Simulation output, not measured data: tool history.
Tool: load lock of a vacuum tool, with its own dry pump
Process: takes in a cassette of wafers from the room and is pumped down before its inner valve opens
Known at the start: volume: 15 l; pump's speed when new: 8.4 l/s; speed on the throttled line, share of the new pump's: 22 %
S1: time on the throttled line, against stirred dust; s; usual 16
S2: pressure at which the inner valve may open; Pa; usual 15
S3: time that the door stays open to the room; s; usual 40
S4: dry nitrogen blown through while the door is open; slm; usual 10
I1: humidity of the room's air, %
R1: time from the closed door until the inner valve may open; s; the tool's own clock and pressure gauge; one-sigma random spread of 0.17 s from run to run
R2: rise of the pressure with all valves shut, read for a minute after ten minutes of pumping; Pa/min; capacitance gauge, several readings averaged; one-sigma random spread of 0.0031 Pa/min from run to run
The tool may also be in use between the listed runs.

run 1 hour=0.0 | S1=16 S2=15 S3=40 S4=10 | I1=45.7 | R1=29.3 R2=0.124
run 2 hour=178.9 | S1=18 S2=15 S3=40 S4=10 | I1=44.9 | R1=30.9 R2=0.121
run 3 hour=349.2 | S1=18 S2=15 S3=40 S4=10 | I1=47.3 | R1=30.8 R2=0.124
run 4 hour=468.8 | S1=16 S2=15 S3=40 S4=6 | I1=48.6 | R1=29.4 R2=0.132
run 5 hour=552.7 | S1=16 S2=15 S3=40 S4=6 | I1=41.5 | R1=29.4 R2=0.121
run 6 hour=642.5 | S1=24 S2=15 S3=40 S4=6 | I1=46.2 | R1=35.5 R2=0.129
run 7 hour=822.6 | S1=24 S2=15 S3=40 S4=6 | I1=46.4 | R1=35.6 R2=0.132
run 8 hour=986.5 | S1=24 S2=15 S3=40 S4=6 | I1=46.6 | R1=35.4 R2=0.133
run 9 hour=1124.0 | S1=24 S2=15 S3=40 S4=6 | I1=40.6 | R1=35.5 R2=0.127
run 10 hour=1281.3 | S1=24 S2=15 S3=40 S4=6 | I1=44.4 | R1=35.8 R2=0.138
run 11 hour=1404.5 | S1=16 S2=15 S3=40 S4=10 | I1=41.8 | R1=29.7 R2=0.127
run 12 hour=1561.0 | S1=16 S2=15 S3=40 S4=10 | I1=45.2 | R1=29.8 R2=0.130
run 13 hour=1668.4 | S1=16 S2=15 S3=40 S4=10 | I1=44.8 | R1=29.7 R2=0.129
run 14 hour=1759.5 | S1=16 S2=15 S3=40 S4=10 | I1=46.7 | R1=29.3 R2=0.135
run 15 hour=1904.9 | S1=16 S2=15 S3=40 S4=10 | I1=47.2 | R1=29.7 R2=0.142
run 16 hour=2036.9 | S1=16 S2=12 S3=40 S4=28 | I1=45.2 | R1=30.2 R2=0.120
run 17 hour=2179.1 | S1=16 S2=12 S3=40 S4=28 | I1=46.3 | R1=30.2 R2=0.118
run 18 hour=2358.0 | S1=16 S2=12 S3=143 S4=5 | I1=44.9 | R1=29.9 R2=0.231
run 19 hour=2486.2 | S1=16 S2=12 S3=143 S4=5 | I1=42.5 | R1=30.3 R2=0.222
run 20 hour=2666.8 | S1=16 S2=15 S3=28 S4=10 | I1=48.2 | R1=29.9 R2=0.133
run 21 hour=2844.3 | S1=28 S2=15 S3=42 S4=9 | I1=47.6 | R1=38.9 R2=0.149
run 22 hour=2982.0 | S1=20 S2=15 S3=40 S4=4 | I1=45.7 | R1=33.1 R2=0.160
run 23 hour=3074.0 | S1=16 S2=15 S3=40 S4=12 | I1=46.0 | R1=29.9 R2=0.148
run 24 hour=3214.7 | S1=15 S2=15 S3=57 S4=10 | I1=49.3 | R1=29.2 R2=0.173
run 25 hour=3332.9 | S1=15 S2=13 S3=57 S4=10 | I1=44.6 | R1=29.0 R2=0.173
run 26 hour=3523.0 | S1=24 S2=12 S3=56 S4=29 | I1=45.2 | R1=36.7 R2=0.141
run 27 hour=3703.3 | S1=24 S2=12 S3=56 S4=29 | I1=44.6 | R1=36.6 R2=0.145
run 28 hour=3886.5 | S1=16 S2=15 S3=93 S4=21 | I1=44.6 | R1=30.0 R2=0.174
run 29 hour=4063.0 | S1=16 S2=15 S3=93 S4=21 | I1=45.4 | R1=30.0 R2=0.181

Measured minus without-hidden-state, run by run (identical run-to-run variation in each term; gauge scatter may differ):
The hidden state here: pump's speed, % of a new pump's; leak at the door's seal, Pa l/s; drift of the gauge itself on ready_s, %; drift of the gauge itself on rise_pa_min, %.
run=1 R1=+1.0 R2=+0.057
run=2 R1=+1.0 R2=+0.059
run=3 R1=+1.0 R2=+0.060
run=4 R1=+1.1 R2=+0.062
run=5 R1=+1.1 R2=+0.062
run=6 R1=+1.0 R2=+0.062
run=7 R1=+1.1 R2=+0.065
run=8 R1=+1.1 R2=+0.066
run=9 R1=+1.0 R2=+0.067
run=10 R1=+1.1 R2=+0.069
run=11 R1=+1.3 R2=+0.071
run=12 R1=+1.3 R2=+0.071
run=13 R1=+1.3 R2=+0.072
run=14 R1=+1.3 R2=+0.073
run=15 R1=+1.3 R2=+0.075
run=16 R1=+1.4 R2=+0.076
run=17 R1=+1.5 R2=+0.078
run=18 R1=+1.5 R2=+0.080
run=19 R1=+1.5 R2=+0.080
run=20 R1=+1.5 R2=+0.082
run=21 R1=+1.2 R2=+0.085
run=22 R1=+1.4 R2=+0.085
run=23 R1=+1.6 R2=+0.088
run=24 R1=+1.6 R2=+0.087
run=25 R1=+1.7 R2=+0.091
run=26 R1=+1.5 R2=+0.089
run=27 R1=+1.5 R2=+0.093
run=28 R1=+1.7 R2=+0.093
run=29 R1=+1.8 R2=+0.095
